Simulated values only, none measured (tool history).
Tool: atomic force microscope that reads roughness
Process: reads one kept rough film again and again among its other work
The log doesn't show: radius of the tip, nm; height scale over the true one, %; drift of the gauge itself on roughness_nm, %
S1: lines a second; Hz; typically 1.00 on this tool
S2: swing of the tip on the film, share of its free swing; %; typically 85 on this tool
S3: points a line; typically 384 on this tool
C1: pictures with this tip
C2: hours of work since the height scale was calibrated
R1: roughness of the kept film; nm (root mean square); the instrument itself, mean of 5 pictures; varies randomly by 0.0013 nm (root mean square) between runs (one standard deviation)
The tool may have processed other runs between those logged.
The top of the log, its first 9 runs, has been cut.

run 10 hour=188.9 | S1=1.00 S2=85 S3=384 | C1=109 C2=457 | R1=0.652
run 11 hour=216.3 | S1=1.00 S2=85 S3=911 | C1=134 C2=470 | R1=0.652
run 12 hour=236.4 | S1=1.00 S2=85 S3=911 | C1=152 C2=480 | R1=0.650
run 13 hour=252.6 | S1=1.00 S2=85 S3=911 | C1=167 C2=488 | R1=0.650
run 14 hour=277.4 | S1=1.00 S2=85 S3=911 | C1=190 C2=500 | R1=0.649
run 15 hour=289.8 | S1=1.00 S2=87 S3=384 | C1=201 C2=506 | R1=0.638
-- hour=305.2 new tip fitted
run 16 hour=319.6 | S1=1.00 S2=65 S3=384 | C1=13 C2=520 | R1=0.716
run 17 hour=335.8 | S1=1.00 S2=65 S3=384 | C1=28 C2=528 | R1=0.714
run 18 hour=357.3 | S1=1.00 S2=85 S3=384 | C1=48 C2=538 | R1=0.656
run 19 hour=375.4 | S1=1.00 S2=85 S3=384 | C1=65 C2=547 | R1=0.656
run 20 hour=400.2 | S1=1.00 S2=85 S3=384 | C1=87 C2=559 | R1=0.653
run 21 hour=422.4 | S1=1.00 S2=85 S3=384 | C1=108 C2=570 | R1=0.653
run 22 hour=442.5 | S1=1.11 S2=85 S3=384 | C1=126 C2=579 | R1=0.642
run 23 hour=457.0 | S1=1.00 S2=85 S3=384 | C1=140 C2=586 | R1=0.649
run 24 hour=472.4 | S1=1.00 S2=81 S3=291 | C1=154 C2=594 | R1=0.661
run 25 hour=488.8 | S1=1.00 S2=81 S3=291 | C1=169 C2=602 | R1=0.659
run 26 hour=515.3 | S1=1.00 S2=85 S3=278 | C1=193 C2=615 | R1=0.638
-- hour=518.4 height scale calibrated on a step standard
run 27 hour=536.5 | S1=1.00 S2=85 S3=278 | C1=212 C2=9 | R1=0.642

Run 28 comes next. What will it give?
-- hour=539.8 new tip fitted
run 28 hour=557.3 | S1=1.00 S2=85 S3=278 | C1=16 C2=19 | R1=?

Run 28 produced R1 0.656 nm (root mean square).
Had the tool carried no hidden state, the very same run would have given R1 0.649 nm (root mean square).
